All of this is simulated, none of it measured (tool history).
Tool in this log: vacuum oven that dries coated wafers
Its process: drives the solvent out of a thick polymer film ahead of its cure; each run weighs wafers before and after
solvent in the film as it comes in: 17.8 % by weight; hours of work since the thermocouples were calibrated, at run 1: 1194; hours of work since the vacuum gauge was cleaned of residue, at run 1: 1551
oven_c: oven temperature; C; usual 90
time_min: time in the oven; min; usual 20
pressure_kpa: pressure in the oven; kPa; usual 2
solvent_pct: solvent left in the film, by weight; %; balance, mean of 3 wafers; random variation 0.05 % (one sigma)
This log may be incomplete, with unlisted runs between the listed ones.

run     day  oven_c  time_min  pressure_kpa  hours of work since the thermocouples were calibrated  hours of work since the vacuum gauge was cleaned of residue  solvent_pct
  1       0      90        20             2                                                   1194                                                         1551          2.2
  2   1.558      90        20             2                                                   1216                                                         1574         2.22
      3.542  -- oven's thermocouples calibrated
  3   4.071      96        20             2                                                      8                                                         1609         1.46
  4   5.562      96        20             2                                                     29                                                         1631         1.49
  5   7.796      90        20             2                                                     62                                                         1663         2.16
  6   9.112      90        20             2                                                     81                                                         1682         2.22
  7    11.6      90        20             2                                                    117                                                         1719         2.19
  8  12.929      90        20             2                                                    137                                                         1738         2.14
  9  14.404      79        20             2                                                    158                                                         1760         4.31
 10      16      79        20             2                                                    182                                                         1783         4.53
 11  18.383      79        20             2                                                    216                                                         1817         4.42
 12  19.642      79        20             2                                                    235                                                         1836         4.44
 13  21.167      79        20             2                                                    257                                                         1858         4.47
 14  22.425      79        20             2                                                    275                                                         1876         4.45
 15  23.729      79        20             2                                                    294                                                         1895         4.46
 16  25.862      79        20             2                                                    325                                                         1926         4.41
 17    27.7      79        20             2                                                    352                                                         1953          4.5
 18  29.088      90        20             2                                                    372                                                         1974         2.17
     29.321  -- vacuum gauge cleaned of residue and calibrated
 19  30.433      90        20             2                                                    391                                                           16         2.23
 20  32.583      90        20             2                                                    422                                                           48         2.23
 21  34.138      90        27             2                                                    445                                                           70         1.99
 22  36.229      90        20          7.59                                                    475                                                          101         6.61
 23  38.675      90        20          7.59                                                    511                                                          136         6.43
 24  40.004      90        20          7.59                                                    530                                                          156         6.52
 25  42.371      99        12          7.69                                                    565                                                          190         4.98
 26    43.9      85        13          7.48                                                    587                                                          212         8.94
     45.238  -- vacuum gauge cleaned of residue and calibrated, once more
 27   46.45      79        13          2.72                                                    624                                                           18         6.62
 28  48.242      79        13          2.72                                                    650                                                           44         6.76
 29  50.838     100        20             2                                                    687                                                           82         1.13
 30  53.179      76        30           6.7                                                    722                                                          116         9.63
 31  54.846      90        12          1.81                                                    746                                                          140         3.28
 32  56.321      92        20          7.85                                                    767                                                          162         5.96
 33  57.521      92        15          7.85                                                    785                                                          179         6.21
 34  59.038      92        20          5.51                                                    807                                                          201         4.27
 35  61.029      81        33          3.81                                                    836                                                          230         4.44
 36  62.712      95        33          2.47                                                    861                                                          255         1.54
 37  64.304      85        21             2                                                    884                                                          278         2.79
 38  66.779      85        18             2                                                    920                                                          314         3.18
 39  68.033      84        20             2                                                    938                                                          332         3.11
 40  70.025      85        34          1.87                                                    967                                                          361         1.96
 41  72.458      85        34          1.87                                                   1003                                                          397            2
 42  74.975      85        34          1.87                                                   1039                                                          433            2
 43  77.258      84        15           1.8                                                   1072                                                          467         3.95
 44  78.667      96        15             2                                                   1093                                                          487          1.8
 45  80.433      96        21          2.32                                                   1119                                                          513         1.66
 46  82.458      96        19           1.9                                                   1148                                                          542         1.54
 47  83.658      96        19           1.9                                                   1166                                                          560         1.39

Each row is a separate what-if for the run after 47, all from the same tool condition, not one after another. Results?
  A  85.471      90        11          3.57                                                   1192                                                          586            ?
  B  85.471      85        19           1.9                                                   1192                                                          586            ?
  C  85.471     100        23           1.8                                                   1192                                                          586            ?

run  solvent_pct
  A         4.91
  B         3.15
  C         1.13
What these runs would have given with no unlogged condition in the tool:
run  solvent_pct
  A         4.57
  B         2.86
  C         1.04
